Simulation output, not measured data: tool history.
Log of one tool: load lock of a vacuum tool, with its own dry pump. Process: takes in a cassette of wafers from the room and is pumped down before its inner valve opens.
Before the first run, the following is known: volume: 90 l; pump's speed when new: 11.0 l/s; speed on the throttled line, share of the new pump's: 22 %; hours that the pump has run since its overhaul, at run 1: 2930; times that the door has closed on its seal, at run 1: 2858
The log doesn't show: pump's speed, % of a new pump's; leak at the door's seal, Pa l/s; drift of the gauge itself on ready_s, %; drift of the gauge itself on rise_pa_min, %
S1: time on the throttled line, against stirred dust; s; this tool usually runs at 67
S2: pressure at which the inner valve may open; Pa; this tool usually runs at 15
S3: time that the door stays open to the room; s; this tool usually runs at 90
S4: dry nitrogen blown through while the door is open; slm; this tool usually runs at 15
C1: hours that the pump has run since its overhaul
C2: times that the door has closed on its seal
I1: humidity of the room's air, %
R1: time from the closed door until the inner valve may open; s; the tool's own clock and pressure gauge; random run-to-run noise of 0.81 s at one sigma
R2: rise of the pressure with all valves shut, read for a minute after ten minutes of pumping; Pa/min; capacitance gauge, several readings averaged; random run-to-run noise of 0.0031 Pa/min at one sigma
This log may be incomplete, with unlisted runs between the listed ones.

| run | hour | S1 | S2 | S3 | S4 | C1 | C2 | I1 | R1 | R2 |
|---|---|---|---|---|---|---|---|---|---|---|
| 1 | 0 | 67 | 15 | 90 | 15 | 2930 | 2858 | 44.3 | 126.1 | 0.08 |
| 2 | 273.5 | 41 | 15 | 90 | 15 | 3204 | 3236 | 48.3 | 107.6 | 0.086 |
| 3 | 408.5 | 41 | 15 | 90 | 15 | 3339 | 3422 | 47.2 | 107.1 | 0.081 |
| 4 | 594.2 | 41 | 15 | 90 | 15 | 3524 | 3679 | 46.5 | 106.6 | 0.09 |
| 5 | 838.5 | 41 | 15 | 90 | 15 | 3769 | 4017 | 47.6 | 107.6 | 0.097 |
| 6 | 1070.8 | 67 | 15 | 90 | 4 | 4001 | 4338 | 43.8 | 127.3 | 0.103 |
| 7 | 1278.7 | 67 | 15 | 90 | 15 | 4209 | 4626 | 43.1 | 127.3 | 0.09 |
| 8 | 1469.8 | 67 | 15 | 90 | 15 | 4400 | 4890 | 42.4 | 126.7 | 0.096 |
| 9 | 1677.3 | 67 | 19 | 90 | 15 | 4608 | 5177 | 44.3 | 124.8 | 0.098 |

Estimate the outcome of run 10 from the log above:
| 10 | 1875.3 | 67 | 19 | 90 | 15 | 4806 | 5450 | 47.5 | ? | ? |

{"run 10": {"R1": 126.2, "R2": 0.1}}
Without the tool's hidden state the same run would have given R1 123.2 s, R2 0.065 Pa/min.

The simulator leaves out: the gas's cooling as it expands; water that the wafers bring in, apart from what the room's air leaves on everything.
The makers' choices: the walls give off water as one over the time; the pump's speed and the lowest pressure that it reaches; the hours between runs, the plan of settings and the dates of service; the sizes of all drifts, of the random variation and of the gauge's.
